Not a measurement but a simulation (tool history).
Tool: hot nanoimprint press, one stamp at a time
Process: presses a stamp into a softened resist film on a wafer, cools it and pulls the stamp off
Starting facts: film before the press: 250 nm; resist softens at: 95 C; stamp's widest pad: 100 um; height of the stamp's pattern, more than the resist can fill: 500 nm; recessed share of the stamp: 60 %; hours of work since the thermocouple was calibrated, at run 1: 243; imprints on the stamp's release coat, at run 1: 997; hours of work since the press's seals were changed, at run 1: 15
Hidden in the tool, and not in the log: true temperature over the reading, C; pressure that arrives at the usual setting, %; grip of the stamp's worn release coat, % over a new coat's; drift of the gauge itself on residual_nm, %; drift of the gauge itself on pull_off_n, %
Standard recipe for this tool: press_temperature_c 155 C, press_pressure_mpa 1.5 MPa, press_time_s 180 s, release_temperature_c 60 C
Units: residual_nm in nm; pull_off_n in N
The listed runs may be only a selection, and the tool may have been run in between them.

run,day,press_temperature_c,press_pressure_mpa,press_time_s,release_temperature_c,hours of work since the thermocouple was calibrated,imprints on the stamp's release coat,hours of work since the press's seals were changed,residual_nm,pull_off_n
1,0,155,1.5,180,60,243,997,15,129.1,176
2,0.417,155,1.5,180,60,249,1045,21,128.9,177
3,0.854,155,1.5,180,60,256,1097,28,128.5,181
4,1.5,154,1.5,180,60,265,1172,38,137.6,185
5,1.8,154,1.5,180,60,270,1207,42,136.4,178
6,2.062,154,1.5,180,60,274,1238,46,135.5,181
7,2.396,154,1.5,180,60,279,1277,51,136.4,176
8,2.9,154,1.5,180,60,286,1336,58,137,180
9,3.321,155,1.5,180,60,293,1385,65,128.7,177
10,3.888,155,1.5,180,60,301,1452,73,128.2,181
11,4.217,158,1.36,180,60,306,1490,78,111.7,188
12,4.658,159,0.9,105,60,313,1542,85,149.1,182
13,4.988,159,0.9,105,60,317,1580,90,149.5,186
# day 5.571: stamp cleaned and given a new release coat
14,5.771,162,0.9,105,60,325,24,97,127.4,172
15,6.371,164,1.09,245,50,334,94,106,73.5,222
16,6.958,165,1.19,107,50,343,163,115,94.1,218
17,7.333,165,1.19,107,50,349,207,121,94.9,228

Run 18 comes next. What will it give?
18,7.921,165,1.19,107,50,357,275,130,?,?

{"run 18": {"residual_nm": 94.9, "pull_off_n": 239}}
On a tool with no hidden condition, and with the same random variation, this run would have come out at residual_nm 95 nm, pull_off_n 238 N.
